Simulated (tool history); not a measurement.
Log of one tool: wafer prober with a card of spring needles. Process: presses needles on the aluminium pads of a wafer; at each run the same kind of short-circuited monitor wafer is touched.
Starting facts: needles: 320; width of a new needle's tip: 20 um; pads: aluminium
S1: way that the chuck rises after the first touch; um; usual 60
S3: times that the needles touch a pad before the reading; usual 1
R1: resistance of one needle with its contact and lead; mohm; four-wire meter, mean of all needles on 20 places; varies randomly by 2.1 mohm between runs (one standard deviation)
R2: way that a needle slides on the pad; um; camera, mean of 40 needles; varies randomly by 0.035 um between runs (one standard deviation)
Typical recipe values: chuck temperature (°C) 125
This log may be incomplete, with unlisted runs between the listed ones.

{"run": 1, "day": 0.0, "S1": 60, "chuck temperature (°C)": 125, "S3": 1, "R1": 234, "R2": 10.4}
{"run": 2, "day": 2.333, "S1": 60, "chuck temperature (°C)": 125, "S3": 1, "R1": 235, "R2": 10.41}
{"run": 3, "day": 4.483, "S1": 60, "chuck temperature (°C)": 125, "S3": 1, "R1": 235, "R2": 10.33}
{"run": 4, "day": 7.062, "S1": 60, "chuck temperature (°C)": 125, "S3": 1, "R1": 240, "R2": 10.47}
{"run": 5, "day": 8.392, "S1": 60, "chuck temperature (°C)": 27, "S3": 1, "R1": 211, "R2": 10.42}
{"run": 6, "day": 9.812, "S1": 60, "chuck temperature (°C)": 27, "S3": 1, "R1": 210, "R2": 10.49}
{"run": 7, "day": 12.408, "S1": 60, "chuck temperature (°C)": 27, "S3": 1, "R1": 210, "R2": 10.39}
{"run": 8, "day": 15.329, "S1": 60, "chuck temperature (°C)": 27, "S3": 1, "R1": 209, "R2": 10.51}
{"run": 9, "day": 16.65, "S1": 60, "chuck temperature (°C)": 27, "S3": 1, "R1": 213, "R2": 10.52}
{"run": 10, "day": 18.425, "S1": 60, "chuck temperature (°C)": 27, "S3": 1, "R1": 209, "R2": 10.53}
{"run": 11, "day": 21.3, "S1": 60, "chuck temperature (°C)": 27, "S3": 1, "R1": 210, "R2": 10.54}
{"run": 12, "day": 24.183, "S1": 60, "chuck temperature (°C)": 27, "S3": 1, "R1": 210, "R2": 10.56}
{"run": 13, "day": 26.579, "S1": 65, "chuck temperature (°C)": 27, "S3": 1, "R1": 211, "R2": 11.43}
{"run": 14, "day": 29.204, "S1": 60, "chuck temperature (°C)": 125, "S3": 1, "R1": 235, "R2": 10.49}
{"run": 15, "day": 32.304, "S1": 60, "chuck temperature (°C)": 125, "S3": 1, "R1": 235, "R2": 10.55}
{"run": 16, "day": 34.392, "S1": 51, "chuck temperature (°C)": 85, "S3": 1, "R1": 227, "R2": 8.98}
{"run": 17, "day": 37.442, "S1": 44, "chuck temperature (°C)": 125, "S3": 2, "R1": 241, "R2": 7.77}
{"run": 18, "day": 40.496, "S1": 44, "chuck temperature (°C)": 125, "S3": 2, "R1": 245, "R2": 7.76}
{"run": 19, "day": 42.162, "S1": 59, "chuck temperature (°C)": 80, "S3": 2, "R1": 225, "R2": 10.37}
{"run": 20, "day": 44.133, "S1": 67, "chuck temperature (°C)": 101, "S3": 1, "R1": 228, "R2": 11.86}
{"run": 21, "day": 47.221, "S1": 74, "chuck temperature (°C)": 55, "S3": 1, "R1": 217, "R2": 13.11}
{"run": 22, "day": 49.425, "S1": 74, "chuck temperature (°C)": 55, "S3": 1, "R1": 216, "R2": 13.1}
{"run": 23, "day": 51.671, "S1": 45, "chuck temperature (°C)": 29, "S3": 1, "R1": 219, "R2": 7.78}
{"run": 24, "day": 53.346, "S1": 45, "chuck temperature (°C)": 29, "S3": 1, "R1": 217, "R2": 7.8}
{"run": 25, "day": 56.479, "S1": 62, "chuck temperature (°C)": 54, "S3": 1, "R1": 217, "R2": 10.77}
{"run": 26, "day": 59.312, "S1": 48, "chuck temperature (°C)": 54, "S3": 1, "R1": 224, "R2": 8.3}
{"run": 27, "day": 60.975, "S1": 60, "chuck temperature (°C)": 57, "S3": 2, "R1": 218, "R2": 10.48}
{"run": 28, "day": 62.892, "S1": 61, "chuck temperature (°C)": 125, "S3": 2, "R1": 237, "R2": 10.57}

The log once held 89 entries between its listed runs, left out of this copy. Where does each go, and what is different about the tool's unlogged condition between the listed run before it and the listed run after it?
Run 1 -> run 2: tips cleaned on abrasive film (day 0.321); tips cleaned on abrasive film (day 1.112); tips cleaned on abrasive film (day 1.883)
  drift of the gauge itself on scrub_um, %: 0 -> 0.11
  what was measured, less what the result would be without the hidden state, R2: +0 -> +0.01 um
Run 2 -> run 3: tips cleaned on abrasive film (day 2.654); tips cleaned on abrasive film (day 3.412); tips cleaned on abrasive film (day 4.192)
  drift of the gauge itself on scrub_um, %: 0.11 -> 0.2
  what was measured, less what the result would be without the hidden state, R2: +0.01 -> +0.02 um
Run 3 -> run 4: tips cleaned on abrasive film (day 4.938); tips cleaned on abrasive film (day 5.696); tips cleaned on abrasive film (day 6.458)
  drift of the gauge itself on scrub_um, %: 0.2 -> 0.32
  what was measured, less what the result would be without the hidden state, R2: +0.02 -> +0.03 um
Run 4 -> run 5: tips cleaned on abrasive film (day 7.225); tips cleaned on abrasive film (day 7.967)
  drift of the gauge itself on scrub_um, %: 0.32 -> 0.38
  what was measured, less what the result would be without the hidden state, R2: +0.03 -> +0.04 um
Run 5 -> run 6: tips cleaned on abrasive film (day 8.712); tips cleaned on abrasive film (day 9.488)
  drift of the gauge itself on scrub_um, %: 0.38 -> 0.45
  what was measured, less what the result would be without the hidden state, R2: +0.04 -> +0.04 um
Run 6 -> run 7: tips cleaned on abrasive film (day 10.125); tips cleaned on abrasive film (day 10.917); tips cleaned on abrasive film (day 11.704); tips cleaned on abrasive film (day 12.408)
  debris on the tips, nm: 0.5 -> 0; way that the needles fall short of the set height, um: 0 -> 0.01; drift of the gauge itself on scrub_um, %: 0.45 -> 0.56
  what was measured, less what the result would be without the hidden state, R2: +0.04 -> +0.06 um
Run 7 -> run 8: height of the first contact set anew (day 13.029); tips cleaned on abrasive film (day 13.192); tips cleaned on abrasive film (day 13.983); tips cleaned on abrasive film (day 14.75)
  debris on the tips, nm: 0 -> 0.5; way that the needles fall short of the set height, um: 0.01 -> 0; drift of the gauge itself on scrub_um, %: 0.56 -> 0.7
  what was measured, less what the result would be without the hidden state, R2: +0.06 -> +0.07 um
Run 8 -> run 9: tips cleaned on abrasive film (day 15.492); tips cleaned on abrasive film (day 16.283)
  drift of the gauge itself on scrub_um, %: 0.7 -> 0.76
  what was measured, less what the result would be without the hidden state, R2: +0.07 -> +0.08 um
Run 9 -> run 10: tips cleaned on abrasive film (day 16.954); tips cleaned on abrasive film (day 17.746); tips cleaned on abrasive film (day 18.425)
  debris on the tips, nm: 0.5 -> 0.1; drift of the gauge itself on scrub_um, %: 0.76 -> 0.84
  what was measured, less what the result would be without the hidden state, R2: +0.08 -> +0.09 um
Run 10 -> run 11: tips cleaned on abrasive film (day 19.183); tips cleaned on abrasive film (day 19.942); tips cleaned on abrasive film (day 20.721)
  debris on the tips, nm: 0.1 -> 0.5; tips' diameter, um: 20.01 -> 20.02; drift of the gauge itself on scrub_um, %: 0.84 -> 0.97
  what was measured, less what the result would be without the hidden state, R2: +0.09 -> +0.1 um
Run 11 -> run 12: tips cleaned on abrasive film (day 21.462); tips cleaned on abrasive film (day 22.254); tips cleaned on abrasive film (day 23.012); tips cleaned on abrasive film (day 23.775)
  way that the needles fall short of the set height, um: 0 -> 0.01; drift of the gauge itself on scrub_um, %: 0.97 -> 1.1
  what was measured, less what the result would be without the hidden state, R2: +0.1 -> +0.11 um
Run 12 -> run 13: tips cleaned on abrasive film (day 24.5); tips cleaned on abrasive film (day 25.283); tips cleaned on abrasive film (day 26.05); height of the first contact set anew (day 26.379)
  way that the needles fall short of the set height, um: 0.01 -> 0; drift of the gauge itself on scrub_um, %: 1.1 -> 1.21
  what was measured, less what the result would be without the hidden state, R2: +0.11 -> +0.13 um
Run 13 -> run 14: tips cleaned on abrasive film (day 26.717); tips cleaned on abrasive film (day 27.479); tips cleaned on abrasive film (day 28.271); tips cleaned on abrasive film (day 29.062)
  debris on the tips, nm: 0.5 -> 0.3; drift of the gauge itself on scrub_um, %: 1.21 -> 1.33
  what was measured, less what the result would be without the hidden state, R2: +0.13 -> +0.14 um
Run 14 -> run 15: tips cleaned on abrasive film (day 29.838); tips cleaned on abrasive film (day 30.475); tips cleaned on abrasive film (day 31.267); tips cleaned on abrasive film (day 32.058)
  debris on the tips, nm: 0.3 -> 0.4; drift of the gauge itself on scrub_um, %: 1.33 -> 1.47
  what was measured, less what the result would be without the hidden state, R2: +0.14 -> +0.15 um
Run 15 -> run 16: tips cleaned on abrasive film (day 32.767); tips cleaned on abrasive film (day 33.521); tips cleaned on abrasive film (day 34.312)
  debris on the tips, nm: 0.4 -> 0.2; drift of the gauge itself on scrub_um, %: 1.47 -> 1.56
  what was measured, less what the result would be without the hidden state, R2: +0.15 -> +0.14 um
Run 16 -> run 17: tips cleaned on abrasive film (day 35.029); tips cleaned on abrasive film (day 35.783); tips cleaned on abrasive film (day 36.546); tips cleaned on abrasive film (day 37.338)
  debris on the tips, nm: 0.2 -> 0.3; way that the needles fall short of the set height, um: 0 -> 0.01; drift of the gauge itself on scrub_um, %: 1.56 -> 1.7
  what was measured, less what the result would be without the hidden state, R2: +0.14 -> +0.12 um
Run 17 -> run 18: tips cleaned on abrasive film (day 38.062); tips cleaned on abrasive film (day 38.825); tips cleaned on abrasive film (day 39.571); height of the first contact set anew (day 39.742); tips cleaned on abrasive film (day 40.379)
  way that the needles fall short of the set height, um: 0.01 -> 0; drift of the gauge itself on scrub_um, %: 1.7 -> 1.84
  what was measured, less what the result would be without the hidden state, R2: +0.12 -> +0.14 um
Run 18 -> run 19: tips cleaned on abrasive film (day 41.133); tips cleaned on abrasive film (day 41.892)
  debris on the tips, nm: 0.3 -> 0.5; drift of the gauge itself on scrub_um, %: 1.84 -> 1.92
  what was measured, less what the result would be without the hidden state, R2: +0.14 -> +0.2 um
Run 19 -> run 20: tips cleaned on abrasive film (day 42.642); tips cleaned on abrasive film (day 43.275); tips cleaned on abrasive film (day 44.071)
  debris on the tips, nm: 0.5 -> 0.2; drift of the gauge itself on scrub_um, %: 1.92 -> 2.01
  what was measured, less what the result would be without the hidden state, R2: +0.2 -> +0.24 um
Run 20 -> run 21: tips cleaned on abrasive film (day 44.771); tips cleaned on abrasive film (day 45.404); tips cleaned on abrasive film (day 46.154); tips cleaned on abrasive film (day 46.788)
  debris on the tips, nm: 0.2 -> 0.5; drift of the gauge itself on scrub_um, %: 2.01 -> 2.15
  what was measured, less what the result would be without the hidden state, R2: +0.24 -> +0.27 um
Run 21 -> run 22: tips cleaned on abrasive film (day 47.542); tips cleaned on abrasive film (day 48.288); tips cleaned on abrasive film (day 49.062)
  drift of the gauge itself on scrub_um, %: 2.15 -> 2.25
  what was measured, less what the result would be without the hidden state, R2: +0.27 -> +0.29 um
Run 22 -> run 23: tips cleaned on abrasive film (day 49.725); gauge calibrated (day 50.354); tips cleaned on abrasive film (day 50.358); tips cleaned on abrasive film (day 51.125)
  way that the needles fall short of the set height, um: 0 -> 0.01; drift of the gauge itself on scrub_um, %: 2.25 -> 0.06
  what was measured, less what the result would be without the hidden state, R2: +0.29 -> +0.01 um
Run 23 -> run 24: tips cleaned on abrasive film (day 51.833); tips cleaned on abrasive film (day 52.612); height of the first contact set anew (day 53.079); tips cleaned on abrasive film (day 53.346)
  debris on the tips, nm: 0.5 -> 0.1; way that the needles fall short of the set height, um: 0.01 -> 0; drift of the gauge itself on scrub_um, %: 0.06 -> 0.14
  what was measured, less what the result would be without the hidden state, R2: +0.01 -> +0.01 um
Run 24 -> run 25: tips cleaned on abrasive film (day 54.112); tips cleaned on abrasive film (day 54.904); tips cleaned on abrasive film (day 55.696); tips cleaned on abrasive film (day 56.479)
  debris on the tips, nm: 0.1 -> 0; drift of the gauge itself on scrub_um, %: 0.14 -> 0.28
  what was measured, less what the result would be without the hidden state, R2: +0.01 -> +0.02 um
Run 25 -> run 26: tips cleaned on abrasive film (day 57.225); tips cleaned on abrasive film (day 58.017); tips cleaned on abrasive film (day 58.654); tips cleaned on abrasive film (day 59.312)
  drift of the gauge itself on scrub_um, %: 0.28 -> 0.41
  what was measured, less what the result would be without the hidden state, R2: +0.02 -> +0.03 um
Run 26 -> run 27: tips cleaned on abrasive film (day 60.092); tips cleaned on abrasive film (day 60.862)
  debris on the tips, nm: 0 -> 0.3; drift of the gauge itself on scrub_um, %: 0.41 -> 0.48
  what was measured, less what the result would be without the hidden state, R2: +0.03 -> +0.05 um
Run 27 -> run 28: tips cleaned on abrasive film (day 61.592); tips cleaned on abrasive film (day 62.375)
  debris on the tips, nm: 0.3 -> 0.5; drift of the gauge itself on scrub_um, %: 0.48 -> 0.57
  what was measured, less what the result would be without the hidden state, R2: +0.05 -> +0.06 um

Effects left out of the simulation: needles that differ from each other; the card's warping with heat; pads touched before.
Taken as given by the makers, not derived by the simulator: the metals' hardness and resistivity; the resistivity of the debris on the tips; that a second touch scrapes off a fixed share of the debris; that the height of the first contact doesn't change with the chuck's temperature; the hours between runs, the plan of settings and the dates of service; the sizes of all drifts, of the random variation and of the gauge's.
